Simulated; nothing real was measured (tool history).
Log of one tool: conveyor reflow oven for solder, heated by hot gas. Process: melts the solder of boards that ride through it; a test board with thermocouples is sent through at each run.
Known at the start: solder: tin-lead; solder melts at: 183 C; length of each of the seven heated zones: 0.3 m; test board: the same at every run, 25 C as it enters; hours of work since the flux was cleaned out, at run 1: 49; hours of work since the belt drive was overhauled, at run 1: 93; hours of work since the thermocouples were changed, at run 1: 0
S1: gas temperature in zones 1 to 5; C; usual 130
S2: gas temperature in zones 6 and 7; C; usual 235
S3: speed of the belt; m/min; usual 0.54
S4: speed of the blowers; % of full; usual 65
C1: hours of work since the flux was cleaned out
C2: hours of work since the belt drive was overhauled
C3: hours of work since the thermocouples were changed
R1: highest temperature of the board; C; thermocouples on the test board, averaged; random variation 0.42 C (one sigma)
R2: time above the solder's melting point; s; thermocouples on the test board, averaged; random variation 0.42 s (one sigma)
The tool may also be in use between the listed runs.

Run 1, hour 0: usual settings; C1 49; C2 93; C3 0. Result: R1 210.3 C, R2 41.4 s.
Run 2, hour 49.1: usual settings but S4 76 % of full; C1 70; C2 114; C3 21. Result: R1 213.4 C, R2 43.5 s.
Run 3, hour 75.9: usual settings but S4 76 % of full; C1 81; C2 125; C3 32. Result: R1 212.9 C, R2 43.6 s.
Run 4, hour 103.5: usual settings but S4 76 % of full; C1 93; C2 137; C3 44. Result: R1 212.6 C, R2 43 s.
Run 5, hour 149.4: usual settings but S3 0.528 m/min; C1 112; C2 156; C3 63. Result: R1 210.4 C, R2 42.7 s.
Run 6, hour 181.7: usual settings but S2 242 C, S3 0.528 m/min; C1 126; C2 170; C3 77. Result: R1 217.2 C, R2 48.1 s.
At hour 190.7: flux residue cleaned out of gas plates and filters.
Run 7, hour 241: usual settings; C1 21; C2 193; C3 100. Result: R1 209.9 C, R2 41 s.
Run 8, hour 290.4: usual settings but S4 60 % of full; C1 42; C2 214; C3 121. Result: R1 208.5 C, R2 39.5 s.
Run 9, hour 322.3: usual settings but S4 60 % of full; C1 56; C2 228; C3 135. Result: R1 209.2 C, R2 39.1 s.
Run 10, hour 375.2: usual settings but S4 60 % of full; C1 78; C2 250; C3 157. Result: R1 208 C, R2 39.8 s.
Run 11, hour 430: usual settings but S1 121 C; C1 102; C2 273; C3 180. Result: R1 207 C, R2 36.2 s.
Run 12, hour 458.2: usual settings but S1 129 C, S3 0.497 m/min; C1 114; C2 285; C3 192. Result: R1 212.2 C, R2 47.1 s.
Run 13, hour 498: usual settings but S1 129 C, S3 0.497 m/min; C1 130; C2 302; C3 209. Result: R1 212.3 C, R2 45.9 s.
At hour 541.2: flux residue cleaned out of gas plates and filters, once more.
Run 14, hour 554.6: usual settings but S1 129 C, S3 0.497 m/min; C1 6; C2 324; C3 231. Result: R1 213.7 C, R2 49 s.
Run 15, hour 592.8: usual settings but S1 129 C, S3 0.497 m/min; C1 22; C2 340; C3 247. Result: R1 213.8 C, R2 48.8 s.
Run 16, hour 625.6: usual settings but S1 129 C, S3 0.497 m/min; C1 36; C2 354; C3 261. Result: R1 215 C, R2 48.7 s.
Run 17, hour 673.6: usual settings but S2 247 C, S3 0.48 m/min, S4 60 % of full; C1 56; C2 375; C3 282. Result: R1 225.1 C, R2 58.5 s.
Run 18, hour 728.1: usual settings but S2 247 C, S3 0.623 m/min, S4 60 % of full; C1 79; C2 398; C3 305. Result: R1 213.1 C, R2 36.4 s.
Run 19, hour 752.6: usual settings but S2 247 C, S3 0.623 m/min, S4 60 % of full; C1 90; C2 408; C3 315. Result: R1 213.1 C, R2 36.5 s.

3 ways to go on from here, each from the tool as it stands after run 19. What would each give?
Run A, hour 801.7: usual settings but S2 248 C, S3 0.646 m/min, S4 85 % of full; C1 111; C2 429; C3 336. Result: R1 ?, R2 ?.
Run B, hour 801.7: usual settings but S3 0.443 m/min; C1 111; C2 429; C3 336. Result: R1 ?, R2 ?.
Run C, hour 801.7: usual settings but S2 246 C, S3 0.611 m/min, S4 79 % of full; C1 111; C2 429; C3 336. Result: R1 ?, R2 ?.

run     R1    R2
  A  218.9  39.1
  B  218.5  59.8
  C  218.2  41.3
Without the tool's hidden state the same runs would have given:
run     R1    R2
  A  219.3  39.3
  B  218.4  59.6
  C  218.6  41.4

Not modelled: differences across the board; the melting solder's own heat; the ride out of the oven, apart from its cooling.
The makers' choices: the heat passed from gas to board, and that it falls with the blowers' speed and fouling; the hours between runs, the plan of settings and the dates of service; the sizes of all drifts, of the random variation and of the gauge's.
